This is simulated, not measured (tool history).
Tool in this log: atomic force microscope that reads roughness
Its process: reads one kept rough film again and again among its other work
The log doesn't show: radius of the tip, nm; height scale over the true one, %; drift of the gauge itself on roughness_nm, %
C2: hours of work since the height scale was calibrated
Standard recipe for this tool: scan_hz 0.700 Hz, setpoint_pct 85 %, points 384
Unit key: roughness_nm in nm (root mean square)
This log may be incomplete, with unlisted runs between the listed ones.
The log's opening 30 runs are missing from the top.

{"run": 31, "hour": 394.0, "scan_hz": 1.168, "setpoint_pct": 78, "points": 611, "pictures with this tip": 121, "C2": 573, "roughness_nm": 1.801}
{"hour": 406.5, "done": "new tip fitted"}
{"run": 32, "hour": 410.1, "scan_hz": 1.168, "setpoint_pct": 78, "points": 611, "pictures with this tip": 6, "C2": 581, "roughness_nm": 1.909}
{"run": 33, "hour": 424.2, "scan_hz": 0.629, "setpoint_pct": 85, "points": 737, "pictures with this tip": 30, "C2": 589, "roughness_nm": 1.928}
{"run": 34, "hour": 442.4, "scan_hz": 1.533, "setpoint_pct": 86, "points": 307, "pictures with this tip": 61, "C2": 599, "roughness_nm": 1.734}
{"run": 35, "hour": 453.2, "scan_hz": 0.568, "setpoint_pct": 70, "points": 891, "pictures with this tip": 79, "C2": 605, "roughness_nm": 1.935}
{"run": 36, "hour": 468.7, "scan_hz": 0.568, "setpoint_pct": 70, "points": 891, "pictures with this tip": 105, "C2": 614, "roughness_nm": 1.889}
{"run": 37, "hour": 484.6, "scan_hz": 0.857, "setpoint_pct": 87, "points": 571, "pictures with this tip": 132, "C2": 623, "roughness_nm": 1.757}
{"hour": 489.5, "done": "new tip fitted"}
{"run": 38, "hour": 496.6, "scan_hz": 0.616, "setpoint_pct": 55, "points": 543, "pictures with this tip": 12, "C2": 629, "roughness_nm": 2.055}
{"run": 39, "hour": 507.1, "scan_hz": 0.7, "setpoint_pct": 85, "points": 384, "pictures with this tip": 29, "C2": 635, "roughness_nm": 1.905}
{"run": 40, "hour": 519.5, "scan_hz": 0.7, "setpoint_pct": 90, "points": 355, "pictures with this tip": 50, "C2": 642, "roughness_nm": 1.84}
{"run": 41, "hour": 534.0, "scan_hz": 3.857, "setpoint_pct": 58, "points": 363, "pictures with this tip": 75, "C2": 650, "roughness_nm": 1.833}
{"run": 42, "hour": 550.3, "scan_hz": 3.857, "setpoint_pct": 58, "points": 363, "pictures with this tip": 103, "C2": 659, "roughness_nm": 1.785}
{"run": 43, "hour": 560.0, "scan_hz": 0.94, "setpoint_pct": 58, "points": 363, "pictures with this tip": 119, "C2": 665, "roughness_nm": 1.883}
{"hour": 572.3, "done": "new tip fitted"}
{"run": 44, "hour": 579.9, "scan_hz": 0.94, "setpoint_pct": 58, "points": 363, "pictures with this tip": 13, "C2": 676, "roughness_nm": 2.022}
{"run": 45, "hour": 595.0, "scan_hz": 1.316, "setpoint_pct": 61, "points": 524, "pictures with this tip": 38, "C2": 684, "roughness_nm": 1.962}
{"run": 46, "hour": 611.0, "scan_hz": 1.316, "setpoint_pct": 61, "points": 524, "pictures with this tip": 65, "C2": 693, "roughness_nm": 1.933}
{"run": 47, "hour": 621.5, "scan_hz": 1.316, "setpoint_pct": 61, "points": 272, "pictures with this tip": 83, "C2": 699, "roughness_nm": 1.895}
{"run": 48, "hour": 639.6, "scan_hz": 1.316, "setpoint_pct": 61, "points": 272, "pictures with this tip": 114, "C2": 709, "roughness_nm": 1.887}
{"hour": 655.1, "done": "new tip fitted"}
{"run": 49, "hour": 659.2, "scan_hz": 0.7, "setpoint_pct": 61, "points": 282, "pictures with this tip": 7, "C2": 720, "roughness_nm": 2.028}
{"run": 50, "hour": 675.3, "scan_hz": 0.7, "setpoint_pct": 85, "points": 577, "pictures with this tip": 34, "C2": 729, "roughness_nm": 1.905}
{"run": 51, "hour": 692.9, "scan_hz": 0.7, "setpoint_pct": 85, "points": 577, "pictures with this tip": 64, "C2": 739, "roughness_nm": 1.872}
{"run": 52, "hour": 705.2, "scan_hz": 0.7, "setpoint_pct": 85, "points": 577, "pictures with this tip": 85, "C2": 745, "roughness_nm": 1.851}
{"run": 53, "hour": 718.1, "scan_hz": 1.868, "setpoint_pct": 86, "points": 857, "pictures with this tip": 107, "C2": 753, "roughness_nm": 1.651}

4 ways to go on from here, each from the tool as it stands after run 53. What would each give?
{"run": "A", "hour": 730.1, "scan_hz": 0.736, "setpoint_pct": 61, "points": 632, "pictures with this tip": 127, "C2": 759, "roughness_nm": "?"}
{"run": "B", "hour": 730.1, "scan_hz": 1.455, "setpoint_pct": 68, "points": 377, "pictures with this tip": 127, "C2": 759, "roughness_nm": "?"}
{"run": "C", "hour": 730.1, "scan_hz": 0.908, "setpoint_pct": 65, "points": 857, "pictures with this tip": 127, "C2": 759, "roughness_nm": "?"}
{"run": "D", "hour": 730.1, "scan_hz": 1.016, "setpoint_pct": 86, "points": 857, "pictures with this tip": 127, "C2": 759, "roughness_nm": "?"}

run=A roughness_nm=1.851
run=B roughness_nm=1.813
run=C roughness_nm=1.853
run=D roughness_nm=1.745
Had the tool no hidden state, the same runs would have come out as:
run=A roughness_nm=2.023
run=B roughness_nm=1.981
run=C roughness_nm=2.025
run=D roughness_nm=1.908
